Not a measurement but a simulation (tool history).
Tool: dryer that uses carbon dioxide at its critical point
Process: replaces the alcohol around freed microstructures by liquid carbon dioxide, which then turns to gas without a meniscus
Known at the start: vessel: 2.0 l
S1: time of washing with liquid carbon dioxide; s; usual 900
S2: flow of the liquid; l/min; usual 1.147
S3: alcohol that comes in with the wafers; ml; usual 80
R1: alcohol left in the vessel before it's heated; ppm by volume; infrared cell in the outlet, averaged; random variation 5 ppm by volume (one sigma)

run	hour	S1	S2	S3	R1
1	0	900	1.147	80	147
2	13.7	900	1.147	80	143
3	31.5	900	1.147	80	153
4	54.9	780	1.147	80	241
5	81.9	780	1.147	80	254
6	108	660	1.147	80	441
7	121.1	660	1.147	80	457
8	145.1	660	1.147	80	473
9	161.8	660	1.147	80	478
10	176.9	660	1.147	80	491
11	198.3	660	1.147	80	519
12	217.6	660	1.147	80	506
13	244.1	660	1.147	80	556
14	256.7	660	1.147	80	551
15	270.9	660	1.147	80	533
16	287.9	660	1.147	80	561
17	299.8	660	1.147	80	560
18	325.9	660	1.147	80	587
19	337.8	900	1.147	80	227
20	350.5	900	1.147	80	228
21	372.2	900	1.147	80	230
22	396.1	900	1.5	80	170
23	409.8	900	1.5	80	152
# hour 412: inlet filter changed
24	437.5	900	1.5	80	148
25	448.7	900	1.5	80	148
26	469.3	1080	1.94	33	147
27	487.3	600	1.35	33	231
28	512.9	1020	1.15	99	187
29	524.4	600	0.84	27	676
30	541.7	600	1.02	27	428
31	563.2	900	0.72	80	783
32	590.5	900	0.72	80	805
33	612.3	900	0.72	80	821
34	634.2	900	0.72	80	853
35	645.7	840	0.72	80	1065
36	661.7	840	0.72	80	1064
37	680.6	840	0.72	80	1109
38	692.7	840	0.72	80	1111
39	713.2	840	0.72	80	1120
40	736.5	720	1.147	55	358
41	750.6	720	1.147	55	355
42	770.3	720	1.147	55	366
43	792.6	720	1.147	55	379
44	814.8	720	1.147	55	380
45	830.9	1200	1.147	55	193
46	857.3	720	1.22	78	410

5 ways to go on from here, each from the tool as it stands after run 46. What would each give?
A	871.1	720	0.96	78	?
B	871.1	720	0.89	78	?
C	871.1	660	1.36	62	?
D	871.1	900	1.53	55	?
E	871.1	1260	1.147	80	?

run	R1
A	832
B	1093
C	345
D	202
E	191
Without the tool's hidden state the same runs would have given:
run	R1
A	384
B	562
C	85
D	5
E	3
